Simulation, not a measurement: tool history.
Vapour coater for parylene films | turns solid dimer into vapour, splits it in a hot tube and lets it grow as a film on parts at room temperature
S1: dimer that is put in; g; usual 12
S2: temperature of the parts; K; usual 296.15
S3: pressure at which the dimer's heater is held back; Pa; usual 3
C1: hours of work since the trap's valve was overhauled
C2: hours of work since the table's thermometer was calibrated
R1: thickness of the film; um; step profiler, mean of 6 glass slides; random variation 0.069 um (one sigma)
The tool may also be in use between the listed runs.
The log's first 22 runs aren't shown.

run,hour,S1,S2,S3,C1,C2,R1
# hour 1248.1: trap's valve overhauled
23,1301.1,10,296.15,3,39,492,7.66
24,1376.2,10,296.15,6.74,95,547,6.39
25,1450.7,10,296.15,6.74,150,603,6.37
26,1485.4,12,289.15,9.38,176,628,8.26
27,1559.9,6,295.15,9.39,231,683,3.57
28,1632,6,295.15,2.78,285,737,4.7
29,1705.5,20,296.15,3,339,791,14.81
30,1765.8,18,307.15,2.21,384,836,10.92
31,1847.4,18,307.15,2.21,444,896,10.72
32,1921.6,18,307.15,2.21,499,951,10.83
33,1977.1,13,307.15,9.89,540,993,5.56
34,2018.1,7,296.15,6.17,571,1023,4.33
35,2071,12,300.15,5.3,610,1062,6.8
36,2130.5,9,296.15,3.01,654,1106,6.48
# hour 2139.2: trap's valve overhauled
37,2198.8,12,298.15,3.76,44,1154,8.2
38,2276.6,12,298.15,3.76,102,1212,8.27
39,2350.4,11,298.15,3.76,157,1266,7.43
40,2424.8,11,298.15,3.76,212,1322,7.38
41,2477.5,18,298.15,3.02,251,1361,12.68
42,2556.3,18,298.15,3.02,309,1419,12.47
43,2637.4,14,301.15,3.36,369,1479,8.86
44,2688.2,14,301.15,3.36,407,1517,8.83
45,2724.7,6,295.15,3.36,434,1544,4.33
46,2775,6,290.15,8.22,471,1581,3.97
47,2819,12,290.15,3.29,504,1614,9.65

4 ways to go on from here, each from the tool as it stands after run 47. What would each give?
A,2867.6,9,292.15,3.29,540,1650,?
B,2867.6,12,290.15,6.51,540,1650,?
C,2867.6,14,288.15,3.29,540,1650,?
D,2867.6,14,293.15,3.9,540,1650,?

run,R1
A,6.86
B,8.36
C,11.97
D,10.17
Without the tool's hidden state the same runs would have given:
run,R1
A,7.44
B,9.07
C,12.99
D,11.03
